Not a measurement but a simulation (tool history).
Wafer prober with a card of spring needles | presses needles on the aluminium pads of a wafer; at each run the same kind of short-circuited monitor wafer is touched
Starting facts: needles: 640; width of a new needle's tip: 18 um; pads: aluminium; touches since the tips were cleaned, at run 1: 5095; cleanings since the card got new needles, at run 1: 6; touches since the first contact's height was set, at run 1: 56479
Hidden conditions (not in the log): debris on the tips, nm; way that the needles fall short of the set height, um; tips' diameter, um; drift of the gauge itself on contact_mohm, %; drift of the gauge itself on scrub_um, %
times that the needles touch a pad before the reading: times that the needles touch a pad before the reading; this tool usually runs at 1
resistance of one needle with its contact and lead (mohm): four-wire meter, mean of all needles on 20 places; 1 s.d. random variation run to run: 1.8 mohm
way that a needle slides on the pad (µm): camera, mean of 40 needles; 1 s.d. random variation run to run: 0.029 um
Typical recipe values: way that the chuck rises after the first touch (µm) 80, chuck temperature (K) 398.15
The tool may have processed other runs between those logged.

run,hour,way that the chuck rises after the first touch (µm),chuck temperature (K),times that the needles touch a pad before the reading,touches since the tips were cleaned,cleanings since the card got new needles,touches since the first contact's height was set,resistance of one needle with its contact and lead (mohm),way that a needle slides on the pad (µm)
1,0,80,398.15,1,5095,6,56479,266,13.85
# hour 7.5: tips cleaned on abrasive film
2,23.4,80,398.15,2,5841,7,65012,234,13.81
# hour 29.4: tips cleaned on abrasive film
# hour 40.5: height of the first contact set anew
# hour 50.5: tips cleaned on abrasive film
3,50.6,80,398.15,2,48,9,3682,189,13.97
# hour 71.2: tips cleaned on abrasive film
4,77.5,80,398.15,2,2291,10,13453,219,13.94
# hour 92.5: tips cleaned on abrasive film
5,94.8,70,398.15,2,848,11,19776,201,12.16
# hour 114: tips cleaned on abrasive film
6,114,70,398.15,2,0,12,26752,190,12.11
# hour 134.7: tips cleaned on abrasive film
7,136.5,70,398.15,2,651,13,34938,206,12.12
# hour 156.7: tips cleaned on abrasive film
8,159.3,77,398.15,1,963,14,43259,218,13.36
9,173.8,77,398.15,1,6251,14,48547,278,13.3
# hour 177.6: tips cleaned on abrasive film
10,188.1,77,398.15,1,3859,15,53745,265,13.33
# hour 198.3: tips cleaned on abrasive film
11,211.6,77,398.15,1,4846,16,62300,269,13.28
# hour 220.2: tips cleaned on abrasive film
12,234.1,80,398.15,1,5098,17,70491,267,13.79
# hour 236.1: height of the first contact set anew
# hour 242.7: tips cleaned on abrasive film
13,251.7,80,398.15,1,3316,18,5682,257,13.98
# hour 265.1: tips cleaned on abrasive film
14,269.6,80,398.15,1,1623,19,12173,235,13.88
# hour 287.2: tips cleaned on abrasive film
15,288.1,87,398.15,1,348,20,18911,194,15.15
# hour 308.8: tips cleaned on abrasive film
16,310.9,93,398.15,1,794,21,27232,202,16.19
# hour 329.8: tips cleaned on abrasive film
17,338.8,62,359.15,1,3275,22,37374,303,10.71
# hour 352.1: tips cleaned on abrasive film
18,359.4,71,398.15,2,2644,23,44869,238,12.26
# hour 374: tips cleaned on abrasive film
19,386.5,81,308.15,2,4553,24,54747,222,14.02
# hour 395.3: tips cleaned on abrasive film
20,407,90,350.15,1,4283,25,62216,246,15.63
# hour 416.2: tips cleaned on abrasive film
21,430.9,75,326.15,2,5379,26,70930,243,12.91
# hour 433: height of the first contact set anew
# hour 438.8: tips cleaned on abrasive film
22,448.3,83,329.15,2,3457,27,5571,221,14.47
# hour 459.3: tips cleaned on abrasive film
23,466,75,306.15,1,2445,28,12003,244,13.09
# hour 481.3: tips cleaned on abrasive film
24,494.1,75,337.15,1,4700,29,22262,279,13.08
# hour 502.1: tips cleaned on abrasive film
25,517.6,74,300.15,1,5674,30,30821,292,12.83
# hour 524.4: tips cleaned on abrasive film
26,530.6,80,306.15,1,2283,31,35539,230,13.88
# hour 545.7: tips cleaned on abrasive film
27,554.5,80,309.15,1,3222,32,44223,252,13.81
# hour 566.7: tips cleaned on abrasive film
28,582.2,80,298.15,1,5675,33,54320,272,13.82
# hour 587.6: tips cleaned on abrasive film
29,602,80,298.15,1,5285,34,61551,271,13.85

Each row is a separate what-if for the run after 29, all from the same tool condition, not one after another. Results?
# hour 609.2: tips cleaned on abrasive film
# hour 630: tips cleaned on abrasive film
# hour 630.3: height of the first contact set anew
A,630.6,80,398.15,2,96,36,96,?,?
# hour 609.2: tips cleaned on abrasive film
# hour 630: tips cleaned on abrasive film
# hour 630.3: height of the first contact set anew
B,630.6,91,398.15,3,96,36,96,?,?
# hour 609.2: tips cleaned on abrasive film
# hour 630: tips cleaned on abrasive film
# hour 630.3: height of the first contact set anew
C,630.6,60,398.15,1,96,36,96,?,?
# hour 609.2: tips cleaned on abrasive film
# hour 630: tips cleaned on abrasive film
# hour 630.3: height of the first contact set anew
D,630.6,87,340.15,1,96,36,96,?,?

run,resistance of one needle with its contact and lead (mohm),way that a needle slides on the pad (µm)
A,193,13.98
B,182,15.92
C,207,10.49
D,181,15.18
The same runs, with their run-to-run variation unchanged, on a tool lacking any hidden condition would have given:
run,resistance of one needle with its contact and lead (mohm),way that a needle slides on the pad (µm)
A,183,13.98
B,177,15.92
C,183,10.49
D,167,15.18
